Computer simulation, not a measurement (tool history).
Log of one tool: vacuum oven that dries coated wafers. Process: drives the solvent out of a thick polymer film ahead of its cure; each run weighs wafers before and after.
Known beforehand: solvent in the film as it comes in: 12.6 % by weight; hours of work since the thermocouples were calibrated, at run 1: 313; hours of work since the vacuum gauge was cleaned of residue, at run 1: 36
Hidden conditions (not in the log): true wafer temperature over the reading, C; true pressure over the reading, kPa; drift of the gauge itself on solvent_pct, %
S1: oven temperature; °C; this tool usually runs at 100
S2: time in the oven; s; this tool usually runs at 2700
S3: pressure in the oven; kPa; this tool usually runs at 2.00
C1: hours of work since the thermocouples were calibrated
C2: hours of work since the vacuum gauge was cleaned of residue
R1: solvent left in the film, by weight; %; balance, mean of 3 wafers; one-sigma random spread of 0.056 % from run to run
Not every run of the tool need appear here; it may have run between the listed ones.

run 1 hour=0.0 | S1=100 S2=2700 S3=2.00 | C1=313 C2=36 | R1=2.66
run 2 hour=34.4 | S1=100 S2=2700 S3=2.00 | C1=339 C2=61 | R1=2.70
run 3 hour=68.3 | S1=100 S2=2700 S3=2.00 | C1=365 C2=87 | R1=2.56
run 4 hour=90.9 | S1=100 S2=2700 S3=2.00 | C1=381 C2=104 | R1=2.72
run 5 hour=107.1 | S1=100 S2=2700 S3=4.61 | C1=394 C2=116 | R1=4.98
run 6 hour=140.4 | S1=100 S2=2700 S3=6.54 | C1=418 C2=141 | R1=6.43
run 7 hour=159.5 | S1=100 S2=2700 S3=6.54 | C1=433 C2=155 | R1=6.27
run 8 hour=182.1 | S1=100 S2=2700 S3=6.54 | C1=450 C2=172 | R1=6.43
run 9 hour=209.2 | S1=100 S2=1920 S3=6.54 | C1=470 C2=192 | R1=6.87
run 10 hour=239.5 | S1=100 S2=2700 S3=2.00 | C1=492 C2=215 | R1=2.67
run 11 hour=272.3 | S1=97 S2=3660 S3=2.00 | C1=517 C2=239 | R1=2.63
run 12 hour=304.6 | S1=114 S2=1980 S3=2.00 | C1=541 C2=263 | R1=1.33
run 13 hour=330.7 | S1=114 S2=1980 S3=2.00 | C1=561 C2=283 | R1=1.35
run 14 hour=349.6 | S1=114 S2=1980 S3=2.00 | C1=575 C2=297 | R1=1.43
run 15 hour=367.1 | S1=100 S2=2700 S3=2.00 | C1=588 C2=310 | R1=2.59
run 16 hour=385.0 | S1=98 S2=2700 S3=2.00 | C1=601 C2=324 | R1=3.00
run 17 hour=418.0 | S1=98 S2=2700 S3=2.00 | C1=626 C2=348 | R1=2.94
run 18 hour=447.9 | S1=98 S2=4320 S3=2.87 | C1=648 C2=371 | R1=3.10
run 19 hour=476.7 | S1=87 S2=2760 S3=6.92 | C1=670 C2=392 | R1=10.57
run 20 hour=502.3 | S1=97 S2=1320 S3=6.92 | C1=689 C2=411 | R1=8.52

Alternative continuations, all from the tool just after run 20; predict every row:
run A hour=520.7 | S1=98 S2=1380 S3=3.06 | C1=703 C2=425 | R1=?
run B hour=520.7 | S1=96 S2=1980 S3=7.97 | C1=703 C2=425 | R1=?
run C hour=520.7 | S1=86 S2=2700 S3=3.72 | C1=703 C2=425 | R1=?
run D hour=520.7 | S1=100 S2=2280 S3=2.18 | C1=703 C2=425 | R1=?

run=A R1=5.69
run=B R1=9.18
run=C R1=7.53
run=D R1=3.02
The same runs, with their run-to-run variation unchanged, on a tool lacking any hidden condition would have given:
run=A R1=5.69
run=B R1=9.18
run=C R1=7.52
run=D R1=3.02
